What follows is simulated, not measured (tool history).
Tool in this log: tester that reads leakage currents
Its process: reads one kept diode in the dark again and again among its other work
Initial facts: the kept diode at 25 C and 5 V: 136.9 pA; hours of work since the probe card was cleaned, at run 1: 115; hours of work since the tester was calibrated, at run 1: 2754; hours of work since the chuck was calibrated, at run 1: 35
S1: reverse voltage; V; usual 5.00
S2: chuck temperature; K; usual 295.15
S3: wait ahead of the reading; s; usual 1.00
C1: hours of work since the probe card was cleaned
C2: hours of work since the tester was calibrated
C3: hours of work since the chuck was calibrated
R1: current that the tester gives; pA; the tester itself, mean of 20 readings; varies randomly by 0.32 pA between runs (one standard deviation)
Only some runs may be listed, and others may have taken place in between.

run,hour,S1,S2,S3,C1,C2,C3,R1
1,0.0,5.00,295.15,1.00,115,2754,35,107.06
2,92.0,5.00,295.15,1.00,188,2827,109,106.73
3,145.4,5.00,295.15,1.00,230,2870,151,106.86
4,210.1,4.71,295.15,1.00,282,2921,203,104.80
5,291.1,7.65,295.15,1.00,346,2986,267,122.73
6,353.7,5.00,295.15,1.00,396,3036,317,106.16
7,411.4,1.82,295.15,1.00,442,3081,363,76.37
8,482.0,1.82,295.15,1.00,498,3138,419,75.98
9,555.1,5.09,298.15,0.41,557,3196,477,140.54
10,647.4,5.00,312.15,0.94,630,3269,551,438.09
11,697.0,5.90,295.15,1.00,670,3309,590,112.73
12,785.4,5.00,316.15,5.08,740,3379,661,598.44
13,873.9,5.00,316.15,5.08,810,3450,731,602.93
14,919.9,5.00,316.15,5.08,847,3486,768,600.49
15,1008.9,13.31,303.15,3.31,918,3557,839,290.98
16,1071.0,9.94,295.15,2.06,967,3607,888,133.36

Consider 3 possible next runs. They are alternatives, not a sequence: every one starts from the tool as it was left by run 16. What does each give?
A,1128.9,2.36,303.15,5.97,1013,3653,934,?
B,1128.9,5.29,315.15,0.71,1013,3653,934,?
C,1128.9,1.87,295.15,2.06,1013,3653,934,?

run,R1
A,164.03
B,566.76
C,76.87
Had the tool no hidden state, the same runs would have come out as:
run,R1
A,163.89
B,566.34
C,76.80
